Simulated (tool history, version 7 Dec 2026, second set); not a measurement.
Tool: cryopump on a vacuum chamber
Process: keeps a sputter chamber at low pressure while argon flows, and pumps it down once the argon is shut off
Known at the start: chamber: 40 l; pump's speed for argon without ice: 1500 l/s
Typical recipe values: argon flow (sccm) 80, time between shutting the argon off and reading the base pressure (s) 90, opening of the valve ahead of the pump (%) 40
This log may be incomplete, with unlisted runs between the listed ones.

run    hour  argon flow (sccm)  time between shutting the argon off and reading the base pressure (s)  opening of the valve ahead of the pump (%)  pressure while argon flows (Pa)  pressure after the wait (uPa)
  1       0                 80                                                                     90                                          40                           0.2609                           1.94
  2    52.4                 80                                                                     90                                          40                           0.2646                           2.02
  3     102                 80                                                                     90                                          40                           0.2677                            2.1
  4   223.5                 80                                                                     90                                          40                           0.2301                           1.66
  5   288.2                 80                                                                     58                                          40                           0.2337                           2.33
  6   369.1                 80                                                                     20                                          40                           0.2361                           5.05
  7     469                 80                                                                     20                                          40                           0.2407                           5.02
  8   585.4                 80                                                                    156                                          40                           0.2469                           1.55
  9   683.7                 80                                                                    156                                          40                           0.2542                           1.64
 10   787.8                 80                                                                     90                                          40                           0.2578                           2.08
 11   846.9                 80                                                                     90                                          40                           0.2636                           2.11
 12   958.2                 80                                                                     90                                          35                           0.3049                           2.17
 13  1013.6                 80                                                                     90                                          35                           0.2585                           1.75
 14  1085.4                 32                                                                    197                                          47                           0.0784                           0.73
 15  1167.4                 80                                                                    281                                          46                            0.201                           0.56
 16  1249.7                124                                                                    197                                          40                           0.3669                           0.69
 17  1312.1                 32                                                                     52                                          40                           0.0947                            1.9
 18  1416.1                 80                                                                     48                                          16                           0.5827                           2.01
 19  1525.8                 84                                                                     48                                          16                           0.6114                           2.06
 20  1638.5                 61                                                                     41                                          15                           0.4792                           2.34
 21  1735.9                 35                                                                    292                                          25                           0.1731                           0.75
 22  1838.5                 83                                                                    299                                          24                           0.4308                           0.78
 23  1942.5                 83                                                                    299                                          21                           0.4479                           0.58
 24  1993.9                 83                                                                    299                                          21                            0.451                           0.62
 25  2084.8                 80                                                                     41                                          37                           0.2517                           2.36
 26  2154.5                 80                                                                     41                                          21                           0.4399                           2.34

Put back what was entered between runs (4 entries, withheld): which listed runs does each sit between, and how does the hidden state differ from the listed run before to the listed run after?
Run 3 -> run 4: pump warmed up, emptied and cooled again (hour 116.8)
  pump's speed, % of a pump's without ice: 68.2 -> 95.1; cold plate's temperature, K: 12.24 -> 12.26; leak into the chamber, uPa l/s: 1168 -> 1186
  what was measured, less what the result would be without the hidden state, pressure while argon flows (Pa): +0.0427 -> +0.0051; pressure after the wait (uPa): +0.96 -> +0.63
Run 12 -> run 13: pump warmed up, emptied and cooled again (hour 996.6)
  pump's speed, % of a pump's without ice: 66.7 -> 99.1; cold plate's temperature, K: 12.36 -> 12.37; leak into the chamber, uPa l/s: 1302 -> 1310
  what was measured, less what the result would be without the hidden state, pressure while argon flows (Pa): +0.0462 -> +0.0016; pressure after the wait (uPa): +1.1 -> +0.68
Run 13 -> run 14: leaking fittings of the chamber tightened, without venting (hour 1021.2)
  pump's speed, % of a pump's without ice: 99.1 -> 96.4; cold plate's temperature, K: 12.37 -> 12.38; leak into the chamber, uPa l/s: 1310 -> 376
  what was measured, less what the result would be without the hidden state, pressure while argon flows (Pa): +0.0016 -> +0.0017; pressure after the wait (uPa): +0.68 -> +0.06
Run 22 -> run 23: pump warmed up, emptied and cooled again (hour 1877.7)
  pump's speed, % of a pump's without ice: 68.6 -> 97.4; cold plate's temperature, K: 12.49 -> 12.5; leak into the chamber, uPa l/s: 494 -> 509
  what was measured, less what the result would be without the hidden state, pressure while argon flows (Pa): +0.0438 -> +0.0035; pressure after the wait (uPa): +0.29 -> +0.15
